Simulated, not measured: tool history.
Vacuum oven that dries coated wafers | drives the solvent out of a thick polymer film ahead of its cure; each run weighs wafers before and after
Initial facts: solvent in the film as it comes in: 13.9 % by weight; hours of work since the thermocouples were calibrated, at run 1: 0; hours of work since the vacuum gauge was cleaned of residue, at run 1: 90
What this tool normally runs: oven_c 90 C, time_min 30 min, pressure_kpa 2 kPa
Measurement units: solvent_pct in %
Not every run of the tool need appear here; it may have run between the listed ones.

| run | hour | oven_c | time_min | pressure_kpa | hours of work since the thermocouples were calibrated | hours of work since the vacuum gauge was cleaned of residue | solvent_pct |
|---|---|---|---|---|---|---|---|
| 1 | 0 | 90 | 30 | 2 | 0 | 90 | 4.69 |
| 2 | 25.5 | 90 | 30 | 2 | 13 | 103 | 4.63 |
| 3 | 72 | 83 | 30 | 2 | 35 | 126 | 6.19 |
| 4 | 97.9 | 83 | 30 | 2 | 48 | 138 | 6.18 |
| 5 | 121.3 | 83 | 30 | 2 | 60 | 150 | 6.19 |
| 6 | 142.3 | 90 | 30 | 2 | 70 | 160 | 4.7 |
| 7 | 186.9 | 90 | 37 | 2 | 92 | 182 | 4.2 |
| 8 | 223.2 | 90 | 37 | 2 | 110 | 200 | 4.04 |
| 9 | 246.1 | 90 | 37 | 2 | 121 | 211 | 4.15 |
| 10 | 273.1 | 90 | 30 | 2 | 134 | 225 | 4.86 |
| 11 | 306.3 | 90 | 30 | 5.19 | 150 | 241 | 8.18 |
| 12 | 336.1 | 90 | 22 | 1.24 | 165 | 255 | 4.96 |
| 13 | 377.7 | 94 | 18 | 7.36 | 186 | 276 | 10.09 |
| 14 | 407.5 | 89 | 25 | 4.82 | 200 | 291 | 8.42 |
| 15 | 435.4 | 79 | 31 | 4.82 | 214 | 304 | 11.21 |
| 16 | 472.4 | 83 | 39 | 6.29 | 232 | 322 | 11.61 |
| 17 | 508 | 94 | 44 | 5.65 | 250 | 340 | 6.8 |
| 18 | 527.8 | 97 | 30 | 1.01 | 259 | 350 | 2.68 |
| 19 | 554.5 | 90 | 47 | 2.01 | 272 | 363 | 3.78 |
| 20 | 602.9 | 86 | 30 | 2.55 | 296 | 387 | 6.39 |

Each row is a separate what-if for the run after 20, all from the same tool condition, not one after another. Results?
| A | 629.2 | 79 | 30 | 2 | 309 | 400 | ? |
| B | 629.2 | 84 | 18 | 2.3 | 309 | 400 | ? |
| C | 629.2 | 80 | 16 | 2.55 | 309 | 400 | ? |
| D | 629.2 | 92 | 30 | 2.55 | 309 | 400 | ? |
| E | 629.2 | 86 | 36 | 1.38 | 309 | 400 | ? |

| run | solvent_pct |
|---|---|
| A | 7.27 |
| B | 8.18 |
| C | 9.26 |
| D | 4.95 |
| E | 4.39 |
Take away the tool's hidden state, keep each run's random variation, and the runs would have read:
| run | solvent_pct |
|---|---|
| A | 6.9 |
| B | 7.87 |
| C | 8.96 |
| D | 4.65 |
| E | 4.06 |
